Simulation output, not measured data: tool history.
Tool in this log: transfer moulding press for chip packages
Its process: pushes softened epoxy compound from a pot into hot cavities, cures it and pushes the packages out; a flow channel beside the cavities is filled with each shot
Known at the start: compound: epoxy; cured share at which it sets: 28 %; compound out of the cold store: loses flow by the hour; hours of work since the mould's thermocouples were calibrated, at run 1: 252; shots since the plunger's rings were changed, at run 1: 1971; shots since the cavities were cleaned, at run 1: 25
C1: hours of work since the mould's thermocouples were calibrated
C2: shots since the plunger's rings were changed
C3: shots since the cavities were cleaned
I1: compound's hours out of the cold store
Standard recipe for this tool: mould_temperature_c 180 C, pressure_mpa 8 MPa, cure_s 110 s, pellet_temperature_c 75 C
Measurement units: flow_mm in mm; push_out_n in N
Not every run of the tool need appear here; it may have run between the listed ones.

{"run": 1, "hour": 0.0, "mould_temperature_c": 180, "pressure_mpa": 8, "cure_s": 110, "pellet_temperature_c": 75, "C1": 252, "C2": 1971, "C3": 25, "I1": 20.4, "flow_mm": 611, "push_out_n": 401}
{"run": 2, "hour": 23.0, "mould_temperature_c": 180, "pressure_mpa": 8, "cure_s": 110, "pellet_temperature_c": 75, "C1": 265, "C2": 2168, "C3": 222, "I1": 20.9, "flow_mm": 608, "push_out_n": 480}
{"run": 3, "hour": 46.2, "mould_temperature_c": 180, "pressure_mpa": 8, "cure_s": 110, "pellet_temperature_c": 75, "C1": 278, "C2": 2367, "C3": 421, "I1": 8.4, "flow_mm": 658, "push_out_n": 547}
{"hour": 52.9, "done": "cavities cleaned with cleaning compound and waxed"}
{"run": 4, "hour": 63.7, "mould_temperature_c": 180, "pressure_mpa": 8, "cure_s": 110, "pellet_temperature_c": 75, "C1": 287, "C2": 2505, "C3": 93, "I1": 21.7, "flow_mm": 603, "push_out_n": 414}
{"run": 5, "hour": 77.4, "mould_temperature_c": 180, "pressure_mpa": 8, "cure_s": 110, "pellet_temperature_c": 75, "C1": 294, "C2": 2622, "C3": 210, "I1": 26.9, "flow_mm": 583, "push_out_n": 464}
{"run": 6, "hour": 95.3, "mould_temperature_c": 180, "pressure_mpa": 9.64, "cure_s": 110, "pellet_temperature_c": 75, "C1": 304, "C2": 2776, "C3": 364, "I1": 28.4, "flow_mm": 631, "push_out_n": 508}
{"hour": 108.0, "done": "cavities cleaned with cleaning compound and waxed"}
{"run": 7, "hour": 113.5, "mould_temperature_c": 180, "pressure_mpa": 9.64, "cure_s": 110, "pellet_temperature_c": 75, "C1": 313, "C2": 2919, "C3": 47, "I1": 43.7, "flow_mm": 561, "push_out_n": 396}
{"run": 8, "hour": 124.7, "mould_temperature_c": 180, "pressure_mpa": 7.67, "cure_s": 110, "pellet_temperature_c": 75, "C1": 319, "C2": 3016, "C3": 144, "I1": 17.4, "flow_mm": 603, "push_out_n": 450}
{"hour": 137.1, "done": "mould's thermocouples calibrated"}
{"run": 9, "hour": 139.0, "mould_temperature_c": 180, "pressure_mpa": 7.67, "cure_s": 110, "pellet_temperature_c": 75, "C1": 1, "C2": 3121, "C3": 249, "I1": 25.4, "flow_mm": 571, "push_out_n": 481}
{"run": 10, "hour": 157.2, "mould_temperature_c": 180, "pressure_mpa": 7.67, "cure_s": 110, "pellet_temperature_c": 75, "C1": 11, "C2": 3277, "C3": 405, "I1": 43.5, "flow_mm": 497, "push_out_n": 513}
{"hour": 165.7, "done": "cavities cleaned with cleaning compound and waxed"}
{"run": 11, "hour": 181.3, "mould_temperature_c": 180, "pressure_mpa": 8, "cure_s": 110, "pellet_temperature_c": 75, "C1": 24, "C2": 3472, "C3": 134, "I1": 34.8, "flow_mm": 535, "push_out_n": 431}
{"run": 12, "hour": 206.4, "mould_temperature_c": 180, "pressure_mpa": 8, "cure_s": 110, "pellet_temperature_c": 75, "C1": 38, "C2": 3687, "C3": 349, "I1": 13.9, "flow_mm": 621, "push_out_n": 530}
{"run": 13, "hour": 218.3, "mould_temperature_c": 180, "pressure_mpa": 8, "cure_s": 110, "pellet_temperature_c": 75, "C1": 44, "C2": 3789, "C3": 451, "I1": 44.8, "flow_mm": 497, "push_out_n": 514}
{"hour": 221.7, "done": "cavities cleaned with cleaning compound and waxed"}
{"run": 14, "hour": 236.4, "mould_temperature_c": 180, "pressure_mpa": 8, "cure_s": 110, "pellet_temperature_c": 75, "C1": 53, "C2": 3932, "C3": 127, "I1": 46.7, "flow_mm": 489, "push_out_n": 424}
{"hour": 246.7, "done": "plunger's sealing rings changed"}
{"run": 15, "hour": 258.1, "mould_temperature_c": 180, "pressure_mpa": 8, "cure_s": 110, "pellet_temperature_c": 75, "C1": 64, "C2": 98, "C3": 292, "I1": 34.9, "flow_mm": 572, "push_out_n": 484}
{"hour": 279.8, "done": "cavities cleaned with cleaning compound and waxed"}
{"run": 16, "hour": 285.1, "mould_temperature_c": 186, "pressure_mpa": 9.15, "cure_s": 97, "pellet_temperature_c": 84, "C1": 78, "C2": 316, "C3": 45, "I1": 11, "flow_mm": 692, "push_out_n": 361}
{"run": 17, "hour": 301.2, "mould_temperature_c": 185, "pressure_mpa": 7.39, "cure_s": 94, "pellet_temperature_c": 76, "C1": 87, "C2": 455, "C3": 184, "I1": 43.3, "flow_mm": 506, "push_out_n": 438}
{"run": 18, "hour": 313.2, "mould_temperature_c": 185, "pressure_mpa": 9.27, "cure_s": 110, "pellet_temperature_c": 75, "C1": 93, "C2": 558, "C3": 287, "I1": 21.1, "flow_mm": 663, "push_out_n": 426}
{"run": 19, "hour": 326.3, "mould_temperature_c": 173, "pressure_mpa": 8.57, "cure_s": 110, "pellet_temperature_c": 75, "C1": 101, "C2": 671, "C3": 400, "I1": 38.8, "flow_mm": 603, "push_out_n": 818}
{"hour": 335.0, "done": "cavities cleaned with cleaning compound and waxed"}
{"run": 20, "hour": 354.3, "mould_temperature_c": 180, "pressure_mpa": 8, "cure_s": 91, "pellet_temperature_c": 75, "C1": 115, "C2": 898, "C3": 166, "I1": 44.1, "flow_mm": 536, "push_out_n": 609}
{"run": 21, "hour": 380.4, "mould_temperature_c": 180, "pressure_mpa": 9.44, "cure_s": 110, "pellet_temperature_c": 75, "C1": 130, "C2": 1122, "C3": 390, "I1": 45.9, "flow_mm": 564, "push_out_n": 509}
{"hour": 391.2, "done": "cavities cleaned with cleaning compound and waxed"}
{"run": 22, "hour": 398.4, "mould_temperature_c": 180, "pressure_mpa": 9.44, "cure_s": 106, "pellet_temperature_c": 81, "C1": 139, "C2": 1264, "C3": 62, "I1": 29.1, "flow_mm": 638, "push_out_n": 420}
{"run": 23, "hour": 422.4, "mould_temperature_c": 180, "pressure_mpa": 9.44, "cure_s": 106, "pellet_temperature_c": 81, "C1": 152, "C2": 1470, "C3": 268, "I1": 35.2, "flow_mm": 607, "push_out_n": 499}
{"run": 24, "hour": 434.2, "mould_temperature_c": 188, "pressure_mpa": 8, "cure_s": 110, "pellet_temperature_c": 79, "C1": 159, "C2": 1571, "C3": 369, "I1": 13.9, "flow_mm": 620, "push_out_n": 449}
{"hour": 447.5, "done": "cavities cleaned with cleaning compound and waxed"}
{"run": 25, "hour": 450.4, "mould_temperature_c": 188, "pressure_mpa": 8, "cure_s": 110, "pellet_temperature_c": 79, "C1": 167, "C2": 1698, "C3": 25, "I1": 36.3, "flow_mm": 529, "push_out_n": 330}
{"run": 26, "hour": 474.8, "mould_temperature_c": 186, "pressure_mpa": 9.61, "cure_s": 116, "pellet_temperature_c": 79, "C1": 180, "C2": 1907, "C3": 234, "I1": 26.5, "flow_mm": 624, "push_out_n": 383}
{"hour": 502.3, "done": "cavities cleaned with cleaning compound and waxed"}
{"run": 27, "hour": 502.3, "mould_temperature_c": 180, "pressure_mpa": 7.73, "cure_s": 110, "pellet_temperature_c": 75, "C1": 195, "C2": 2131, "C3": 0, "I1": 45.7, "flow_mm": 507, "push_out_n": 368}
{"run": 28, "hour": 517.8, "mould_temperature_c": 172, "pressure_mpa": 8.49, "cure_s": 109, "pellet_temperature_c": 73, "C1": 203, "C2": 2263, "C3": 132, "I1": 8.4, "flow_mm": 727, "push_out_n": 847}

Table of differences, measured result less the result of that run with no hidden state. Run-to-run variation is the same in both. Gauge scatter possibly is not:
What the log doesn't record here: true mould temperature over the reading, C; pressure that reaches the compound, % of what is set; grip of the stained cavities, % over clean ones'; drift of the gauge itself on flow_mm, %; drift of the gauge itself on push_out_n, %.
run=1 flow_mm=-24 push_out_n=+13
run=2 flow_mm=-26 push_out_n=+96
run=3 flow_mm=-31 push_out_n=+163
run=4 flow_mm=-30 push_out_n=+49
run=5 flow_mm=-31 push_out_n=+97
run=6 flow_mm=-35 push_out_n=+143
run=7 flow_mm=-32 push_out_n=+27
run=8 flow_mm=-36 push_out_n=+69
run=9 flow_mm=-35 push_out_n=+106
run=10 flow_mm=-32 push_out_n=+149
run=11 flow_mm=-37 push_out_n=+63
run=12 flow_mm=-45 push_out_n=+146
run=13 flow_mm=-38 push_out_n=+159
run=14 flow_mm=-39 push_out_n=+64
run=15 flow_mm=+0 push_out_n=+121
run=16 flow_mm=-3 push_out_n=+23
run=17 flow_mm=-4 push_out_n=+78
run=18 flow_mm=-6 push_out_n=+103
run=19 flow_mm=-6 push_out_n=+245
run=20 flow_mm=-9 push_out_n=+106
run=21 flow_mm=-11 push_out_n=+145
run=22 flow_mm=-15 push_out_n=+40
run=23 flow_mm=-16 push_out_n=+120
run=24 flow_mm=-18 push_out_n=+125
run=25 flow_mm=-16 push_out_n=+19
run=26 flow_mm=-23 push_out_n=+82
run=27 flow_mm=-21 push_out_n=+3
run=28 flow_mm=-31 push_out_n=+121
